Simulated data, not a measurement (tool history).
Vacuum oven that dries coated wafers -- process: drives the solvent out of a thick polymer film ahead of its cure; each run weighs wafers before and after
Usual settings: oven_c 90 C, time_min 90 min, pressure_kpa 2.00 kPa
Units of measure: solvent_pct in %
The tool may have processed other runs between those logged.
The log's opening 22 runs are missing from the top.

run,hour,oven_c,time_min,pressure_kpa,solvent_pct
23,1819.1,90,90,2.00,3.28
24,1872.7,90,90,2.00,3.31
25,1965.6,95,90,4.51,2.97
26,2043.3,95,90,2.00,2.15
27,2155.3,102,127,4.88,1.61
28,2269.8,100,90,5.81,2.40
29,2376.0,100,90,5.81,2.45
30,2461.9,90,143,2.64,1.97
31,2582.9,88,90,2.17,3.67
32,2662.3,90,47,1.11,6.30
33,2763.3,86,47,1.11,7.69
34,2835.0,86,47,1.11,7.57
35,2899.7,86,47,1.11,7.45
36,2999.7,88,84,2.00,3.73
37,3086.2,88,84,2.00,3.68
# hour 3119.2: vacuum gauge cleaned of residue and calibrated
38,3194.6,93,77,2.00,2.54
39,3306.0,93,85,6.80,3.75
# hour 3384.3: oven's thermocouples calibrated
40,3384.9,93,85,6.80,4.74
41,3444.4,93,85,6.80,4.71
42,3564.9,94,85,1.32,2.49
43,3679.5,92,49,2.00,6.34
44,3737.7,103,49,4.24,3.60
45,3799.8,76,78,4.24,10.13
46,3919.6,76,78,4.24,9.98
47,3985.7,100,89,5.03,2.24

4 ways to go on from here, each from the tool as it stands after run 47. What would each give?
A,4096.0,95,89,5.03,?
B,4096.0,90,90,2.00,?
C,4096.0,97,52,6.01,?
D,4096.0,98,70,4.55,?

run,solvent_pct
A,3.28
B,3.35
C,5.37
D,3.32
Without the tool's hidden state the same runs would have given:
run,solvent_pct
A,3.44
B,3.53
C,5.62
D,3.50

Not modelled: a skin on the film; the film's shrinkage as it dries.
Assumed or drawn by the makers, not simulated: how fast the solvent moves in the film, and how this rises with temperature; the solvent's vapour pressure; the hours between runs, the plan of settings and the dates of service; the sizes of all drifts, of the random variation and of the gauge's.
